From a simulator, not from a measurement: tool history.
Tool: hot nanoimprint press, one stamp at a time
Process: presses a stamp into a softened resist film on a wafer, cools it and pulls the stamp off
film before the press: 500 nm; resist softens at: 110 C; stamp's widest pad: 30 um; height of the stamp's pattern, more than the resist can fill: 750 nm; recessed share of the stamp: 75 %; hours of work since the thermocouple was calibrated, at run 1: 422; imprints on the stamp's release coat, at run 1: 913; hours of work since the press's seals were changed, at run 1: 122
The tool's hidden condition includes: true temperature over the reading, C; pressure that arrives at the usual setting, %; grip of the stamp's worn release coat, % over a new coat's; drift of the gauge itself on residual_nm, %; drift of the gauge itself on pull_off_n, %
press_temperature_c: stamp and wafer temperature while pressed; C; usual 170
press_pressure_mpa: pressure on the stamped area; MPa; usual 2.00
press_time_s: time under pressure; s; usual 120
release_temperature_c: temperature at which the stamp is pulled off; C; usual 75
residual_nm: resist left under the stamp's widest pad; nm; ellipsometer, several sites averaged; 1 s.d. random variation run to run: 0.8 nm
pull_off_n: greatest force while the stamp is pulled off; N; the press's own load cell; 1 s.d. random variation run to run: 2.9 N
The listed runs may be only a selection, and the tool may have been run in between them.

run,hour,press_temperature_c,press_pressure_mpa,press_time_s,release_temperature_c,hours of work since the thermocouple was calibrated,imprints on the stamp's release coat,hours of work since the press's seals were changed,residual_nm,pull_off_n
1,0.0,170,2.00,120,75,422,913,122,250.2,255
2,17.1,170,2.00,120,75,434,950,134,250.4,264
3,36.4,167,2.00,120,75,446,991,146,279.2,263
4,47.4,167,2.00,120,75,454,1015,154,277.7,263
5,69.5,167,2.00,120,75,469,1063,169,276.8,270
6,91.5,167,2.00,120,75,483,1110,183,280.3,275
# hour 95.9: plate thermocouple calibrated
7,111.8,170,2.00,120,75,11,1148,195,257.0,281
# hour 129.4: stamp cleaned and given a new release coat
8,138.5,170,2.00,120,75,24,19,209,258.5,214
9,149.7,181,2.00,120,75,32,43,216,174.2,219
10,166.8,181,2.00,120,74,43,80,228,174.0,224
11,179.0,181,2.00,120,74,52,107,236,173.9,229
12,192.7,181,2.00,120,74,61,136,245,174.7,226
13,201.7,172,2.00,120,77,67,155,251,240.6,221
14,211.6,172,2.00,120,77,73,177,258,241.8,224
# hour 229.3: plate thermocouple calibrated, once more
15,232.6,172,2.00,115,77,2,216,270,226.5,221
16,241.9,159,2.00,120,73,8,236,276,349.5,235
17,257.1,170,1.79,238,75,19,268,286,197.8,229
18,271.1,170,1.79,238,75,28,299,295,198.8,230
19,292.2,170,1.79,152,64,42,344,310,234.2,252
20,304.5,170,2.00,189,67,50,371,318,205.2,243
21,315.7,176,2.19,120,75,58,395,325,186.5,232
22,325.0,160,2.15,83,70,64,415,331,365.4,240
23,347.0,170,2.00,90,79,79,462,346,266.3,230
24,365.8,170,2.00,122,71,91,503,359,239.9,249

What if the next run were any one of these 5? Each begins from the tool's condition after run 24:
A,382.9,176,2.00,62,76,103,540,370,?,?
B,382.9,170,2.17,67,79,103,540,370,?,?
C,382.9,170,1.29,70,71,103,540,370,?,?
D,382.9,170,1.21,122,71,103,540,370,?,?
E,382.9,170,1.30,120,75,103,540,370,?,?

run,residual_nm,pull_off_n
A,249.4,233
B,285.2,231
C,341.8,243
D,299.0,252
E,293.0,239
What these runs would have given with no unlogged condition in the tool:
run,residual_nm,pull_off_n
A,246.2,209
B,281.5,207
C,339.2,217
D,296.5,225
E,290.3,214
